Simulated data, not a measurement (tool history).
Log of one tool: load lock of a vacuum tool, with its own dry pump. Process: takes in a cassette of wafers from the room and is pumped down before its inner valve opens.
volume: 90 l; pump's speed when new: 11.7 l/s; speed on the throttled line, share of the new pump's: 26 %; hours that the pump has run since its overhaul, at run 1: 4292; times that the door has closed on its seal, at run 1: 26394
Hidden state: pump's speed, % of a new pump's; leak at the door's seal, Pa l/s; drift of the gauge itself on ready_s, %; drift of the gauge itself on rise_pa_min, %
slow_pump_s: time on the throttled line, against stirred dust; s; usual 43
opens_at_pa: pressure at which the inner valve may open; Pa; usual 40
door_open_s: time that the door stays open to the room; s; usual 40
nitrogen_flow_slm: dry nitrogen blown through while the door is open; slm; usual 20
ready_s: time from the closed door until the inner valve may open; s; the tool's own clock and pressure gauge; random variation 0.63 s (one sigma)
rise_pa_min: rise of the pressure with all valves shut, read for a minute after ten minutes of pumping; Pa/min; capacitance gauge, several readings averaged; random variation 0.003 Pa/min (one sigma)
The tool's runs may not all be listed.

| run | hour | slow_pump_s | opens_at_pa | door_open_s | nitrogen_flow_slm | hours that the pump has run since its overhaul | times that the door has closed on its seal | incoming humidity of the room's air, % | ready_s | rise_pa_min |
|---|---|---|---|---|---|---|---|---|---|---|
| 1 | 0.0 | 43 | 40 | 40 | 20 | 4292 | 26394 | 44.3 | 92.4 | 0.020 |
| 2 | 87.0 | 47 | 40 | 40 | 20 | 4379 | 26820 | 43.8 | 93.9 | 0.022 |
| 3 | 144.9 | 47 | 40 | 40 | 20 | 4436 | 27103 | 47.8 | 94.6 | 0.025 |
| 4 | 243.4 | 43 | 40 | 40 | 20 | 4535 | 27585 | 40.4 | 92.0 | 0.021 |
| 5 | 352.5 | 43 | 57 | 40 | 20 | 4644 | 28119 | 43.6 | 89.6 | 0.018 |
| 6 | 444.5 | 43 | 43 | 40 | 20 | 4736 | 28570 | 46.9 | 92.8 | 0.022 |
| 7 | 539.0 | 43 | 36 | 30 | 26 | 4831 | 29032 | 44.9 | 92.2 | 0.014 |
| 8 | 636.3 | 30 | 40 | 47 | 20 | 4928 | 29509 | 47.0 | 82.0 | 0.023 |
| 9 | 721.8 | 30 | 40 | 47 | 20 | 5013 | 29928 | 44.0 | 81.6 | 0.019 |
| 10 | 837.9 | 40 | 40 | 40 | 8 | 5129 | 30496 | 42.3 | 89.3 | 0.023 |

4 ways to go on from here, each from the tool as it stands after run 10. What would each give?
| A | 892.9 | 40 | 40 | 40 | 5 | 5184 | 30765 | 46.7 | ? | ? |
| B | 892.9 | 40 | 48 | 73 | 8 | 5184 | 30765 | 44.6 | ? | ? |
| C | 892.9 | 40 | 45 | 46 | 8 | 5184 | 30765 | 46.4 | ? | ? |
| D | 892.9 | 43 | 59 | 40 | 20 | 5184 | 30765 | 42.4 | ? | ? |

| run | ready_s | rise_pa_min |
|---|---|---|
| A | 89.9 | 0.029 |
| B | 88.6 | 0.034 |
| C | 88.5 | 0.023 |
| D | 89.4 | 0.021 |
Without the tool's hidden state the same runs would have given:
| run | ready_s | rise_pa_min |
|---|---|---|
| A | 89.9 | 0.027 |
| B | 88.6 | 0.032 |
| C | 88.4 | 0.021 |
| D | 89.3 | 0.019 |
